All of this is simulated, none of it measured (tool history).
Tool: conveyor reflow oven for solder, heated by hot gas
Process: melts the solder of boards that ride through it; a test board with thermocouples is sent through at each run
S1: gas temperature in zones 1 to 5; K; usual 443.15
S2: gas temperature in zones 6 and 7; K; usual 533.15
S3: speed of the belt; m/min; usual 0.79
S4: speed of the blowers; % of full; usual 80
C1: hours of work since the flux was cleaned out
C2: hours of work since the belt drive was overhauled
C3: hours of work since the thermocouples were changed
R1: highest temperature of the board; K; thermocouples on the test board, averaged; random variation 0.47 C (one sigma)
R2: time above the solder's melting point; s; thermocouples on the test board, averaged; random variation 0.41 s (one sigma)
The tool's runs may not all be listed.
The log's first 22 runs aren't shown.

At hour 469.6: flux residue cleaned out of gas plates and filters, once more.
Run 23, hour 486.1: usual settings but S1 449.15 K, S2 541.15 K, S3 0.928 m/min, S4 56 % of full; C1 11; C2 592; C3 507. Result: R1 521.05 K, R2 31.5 s.
Run 24, hour 500: usual settings but S1 456.15 K, S2 523.15 K, S3 0.707 m/min, S4 55 % of full; C1 19; C2 601; C3 516. Result: R1 514.35 K, R2 41.5 s.
Run 25, hour 516.3: usual settings but S3 0.704 m/min, S4 57 % of full; C1 30; C2 611; C3 527. Result: R1 521.85 K, R2 43.7 s.
Run 26, hour 539.5: usual settings but S1 457.15 K, S2 528.15 K, S3 0.697 m/min, S4 57 % of full; C1 45; C2 626; C3 541. Result: R1 519.75 K, R2 46.8 s.
Run 27, hour 555.8: usual settings but S1 435.15 K, S2 528.15 K, S3 0.697 m/min, S4 67 % of full; C1 55; C2 637; C3 552. Result: R1 518.65 K, R2 39.9 s.
Run 28, hour 574.4: usual settings but S1 435.15 K, S2 528.15 K, S3 0.697 m/min, S4 67 % of full; C1 67; C2 649; C3 564. Result: R1 517.15 K, R2 40.2 s.
Run 29, hour 606.3: usual settings but S1 435.15 K, S2 528.15 K, S3 0.697 m/min, S4 67 % of full; C1 87; C2 669; C3 584. Result: R1 517.95 K, R2 40 s.
Run 30, hour 623.7: usual settings but S1 450.15 K, S2 540.15 K, S4 75 % of full; C1 99; C2 680; C3 595. Result: R1 529.25 K, R2 43.8 s.
Run 31, hour 654.7: usual settings but S2 522.15 K, S4 53 % of full; C1 118; C2 700; C3 615. Result: R1 508.05 K, R2 27.5 s.
Run 32, hour 682.6: usual settings but S1 428.15 K, S2 531.15 K, S3 0.832 m/min, S4 76 % of full; C1 136; C2 718; C3 633. Result: R1 516.85 K, R2 29.4 s.

3 ways to go on from here, each from the tool as it stands after run 32. What would each give?
Run A, hour 703.9: usual settings but S1 440.15 K, S2 529.15 K; C1 150; C2 731; C3 646. Result: R1 ?, R2 ?.
Run B, hour 703.9: usual settings but S2 531.15 K, S3 0.832 m/min, S4 76 % of full; C1 150; C2 731; C3 646. Result: R1 ?, R2 ?.
Run C, hour 703.9: usual settings but S1 449.15 K, S2 544.15 K, S3 0.832 m/min, S4 79 % of full; C1 150; C2 731; C3 646. Result: R1 ?, R2 ?.

run      R1    R2
  A  518.45  35.9
  B  518.85  34.1
  C  531.45  41.7
Without the tool's hidden state the same runs would have given:
run      R1    R2
  A  518.15  35.3
  B  518.65  33.5
  C  531.15  40.9
